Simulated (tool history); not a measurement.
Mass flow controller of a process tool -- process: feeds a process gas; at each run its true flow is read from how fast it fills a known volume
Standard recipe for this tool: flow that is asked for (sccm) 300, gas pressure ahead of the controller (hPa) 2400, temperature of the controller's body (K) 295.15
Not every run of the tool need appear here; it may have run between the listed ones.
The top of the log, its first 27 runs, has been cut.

run    hour  flow that is asked for (sccm)  gas pressure ahead of the controller (hPa)  temperature of the controller's body (K)  true flow (%)
 28  5166.8                            489                                        2780                                    300.15          96.23
 29  5326.1                            233                                        2050                                    296.15          96.20
 30  5465.3                            508                                        2310                                    309.15          97.54
 31  5630.0                            508                                        2310                                    309.15          97.44
 32  5884.8                            508                                        2310                                    306.15          97.08
 33  6156.8                            185                                        2500                                    294.15          95.75
 34  6278.1                            510                                        2100                                    307.15          97.20
 35  6419.0                            510                                        2100                                    307.15          97.14
 36  6645.1                            217                                        2060                                    303.15          96.75
 37  6885.7                            217                                        2060                                    294.15          95.67
 38  7049.4                            650                                        1510                                    297.15          96.50
 39  7316.7                            300                                        2780                                    295.15          95.00
 40  7504.8                            524                                        2780                                    305.15          96.21
 41  7694.4                            524                                        2780                                    305.15          96.13
 42  7956.9                            229                                        2110                                    308.15          96.91
 43  8161.8                            767                                        2110                                    307.15          97.26
 44  8364.0                            767                                        2110                                    307.15          97.13
 45  8612.2                            767                                        2110                                    307.15          96.91

Alternative continuations, all from the tool just after run 45; predict every row:
  A  8769.6                            636                                        2110                                    307.15              ?
  B  8769.6                            671                                        1490                                    307.15              ?
  C  8769.6                            241                                        2400                                    308.15              ?
  D  8769.6                            451                                        2080                                    301.15              ?
  E  8769.6                            980                                        1710                                    307.15              ?

run  true flow (%)
  A          96.72
  B          97.43
  C          96.51
  D          95.88
  E          97.69
Stripped of hidden state, with their random variation kept, the same runs would have yielded:
run  true flow (%)
  A          99.81
  B         100.55
  C          98.54
  D          98.70
  E         101.00
